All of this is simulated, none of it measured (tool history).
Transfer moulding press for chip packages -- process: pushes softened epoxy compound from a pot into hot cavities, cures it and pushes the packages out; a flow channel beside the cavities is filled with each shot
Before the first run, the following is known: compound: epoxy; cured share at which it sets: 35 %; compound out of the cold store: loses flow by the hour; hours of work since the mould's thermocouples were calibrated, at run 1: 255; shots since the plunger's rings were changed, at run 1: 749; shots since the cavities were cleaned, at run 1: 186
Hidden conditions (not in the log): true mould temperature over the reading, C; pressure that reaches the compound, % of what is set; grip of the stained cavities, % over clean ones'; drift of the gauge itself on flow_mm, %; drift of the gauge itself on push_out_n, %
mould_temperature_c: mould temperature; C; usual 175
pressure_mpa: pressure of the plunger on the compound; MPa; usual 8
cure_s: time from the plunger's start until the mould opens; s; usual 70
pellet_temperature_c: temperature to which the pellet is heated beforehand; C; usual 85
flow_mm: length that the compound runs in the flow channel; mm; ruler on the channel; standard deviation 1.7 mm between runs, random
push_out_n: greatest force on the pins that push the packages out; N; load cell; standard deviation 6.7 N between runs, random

run	day	mould_temperature_c	pressure_mpa	cure_s	pellet_temperature_c	hours of work since the mould's thermocouples were calibrated	shots since the plunger's rings were changed	shots since the cavities were cleaned	incoming compound's hours out of the cold store	flow_mm	push_out_n
1	0	175	8	70	85	255	749	186	31.5	611	290
# day 1.8: cavities cleaned with cleaning compound and waxed
2	2.442	175	8	70	85	294	1620	235	32.7	603	312
# day 3.929: cavities cleaned with cleaning compound and waxed
3	5.038	175	8	70	85	336	2548	406	28.7	598	346
# day 5.317: plunger's sealing rings changed
# day 6.179: cavities cleaned with cleaning compound and waxed
4	6.896	175	8	85	85	364	556	263	22.4	632	229
# day 8.304: cavities cleaned with cleaning compound and waxed
5	8.304	175	8.74	70	85	386	1048	0	25.7	649	243
# day 10.446: cavities cleaned with cleaning compound and waxed
6	10.446	175	6.3	70	85	421	1809	0	43.9	508	234
# day 12.708: plunger's sealing rings changed
# day 12.771: cavities cleaned with cleaning compound and waxed
7	13.275	175	6.3	70	85	465	184	184	9.6	596	307
8	14.742	175	6.3	70	85	489	721	721	38.8	528	365
# day 15.054: cavities cleaned with cleaning compound and waxed
9	16.521	175	6.3	70	85	518	1350	537	33.7	530	341
# day 17.258: cavities cleaned with cleaning compound and waxed
# day 19.621: cavities cleaned with cleaning compound and waxed
10	19.812	175	6.3	70	85	570	2509	70	24.7	538	273
# day 20.212: plunger's sealing rings changed
# day 21.838: mould's thermocouples calibrated
# day 22.117: cavities cleaned with cleaning compound and waxed
11	22.517	175	6.3	70	85	10	790	147	17.4	572	310
# day 24.262: cavities cleaned with cleaning compound and waxed
12	25.417	175	6.3	70	85	57	1828	421	43.3	509	343
# day 26.488: cavities cleaned with cleaning compound and waxed
# day 27.85: plunger's sealing rings changed
13	28.325	175	6.3	70	85	103	174	636	13.4	588	384

The next listed run, before its measurement:
# day 28.871: cavities cleaned with cleaning compound and waxed
# day 31.217: cavities cleaned with cleaning compound and waxed
14	31.55	171	7.31	86	77	154	1307	121	42.8	?	?

flow_mm: 562 mm
push_out_n: 223 N
Take away the tool's hidden state, keep the run-to-run variation as it was, and the same run would have given flow_mm 575 mm, push_out_n 196 N.
